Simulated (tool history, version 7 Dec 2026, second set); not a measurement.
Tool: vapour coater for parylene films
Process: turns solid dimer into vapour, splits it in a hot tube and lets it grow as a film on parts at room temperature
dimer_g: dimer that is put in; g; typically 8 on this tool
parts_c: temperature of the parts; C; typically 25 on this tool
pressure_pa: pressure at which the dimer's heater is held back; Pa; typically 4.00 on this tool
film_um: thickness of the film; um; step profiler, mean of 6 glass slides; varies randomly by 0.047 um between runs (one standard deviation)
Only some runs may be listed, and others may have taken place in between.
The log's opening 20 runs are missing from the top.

run	hour	dimer_g	parts_c	pressure_pa	film_um
21	386.4	8	25	4.00	5.29
# hour 412.2: trap's valve overhauled
22	416.2	5	25	4.00	3.29
23	427.7	8	25	4.00	5.43
24	440.7	8	25	4.00	5.39
25	467.4	4	25	4.00	2.68
26	481.0	3	21	2.53	2.52
27	500.3	8	18	5.84	6.08
28	522.6	8	30	3.70	4.73
29	547.3	8	30	8.39	3.92
30	558.7	8	27	3.10	5.36
31	580.7	5	26	3.20	3.45
32	592.4	5	31	7.97	2.37
33	608.7	4	35	2.11	2.30
34	632.7	8	25	6.60	4.82
35	644.3	8	25	6.60	4.75
36	661.6	4	20	3.62	3.21
37	680.4	4	20	3.62	3.22
38	704.2	13	21	11.58	7.64
39	728.3	8	36	2.03	4.53
40	751.2	10	24	5.83	6.26
41	772.7	14	19	4.00	11.28
42	790.8	8	30	4.00	4.62
43	807.2	3	30	5.47	1.60
44	831.4	12	25	4.00	8.10
45	843.8	12	25	4.00	8.14

3 options for the next run, each taken on its own from the tool as it stands now. Forecast them:
A	858.3	3	32	2.86	?
B	858.3	5	18	3.79	?
C	858.3	3	25	4.00	?

run	film_um
A	1.77
B	4.17
C	2.08
Had the tool no hidden state, the same runs would have come out as:
run	film_um
A	1.78
B	4.18
C	2.08

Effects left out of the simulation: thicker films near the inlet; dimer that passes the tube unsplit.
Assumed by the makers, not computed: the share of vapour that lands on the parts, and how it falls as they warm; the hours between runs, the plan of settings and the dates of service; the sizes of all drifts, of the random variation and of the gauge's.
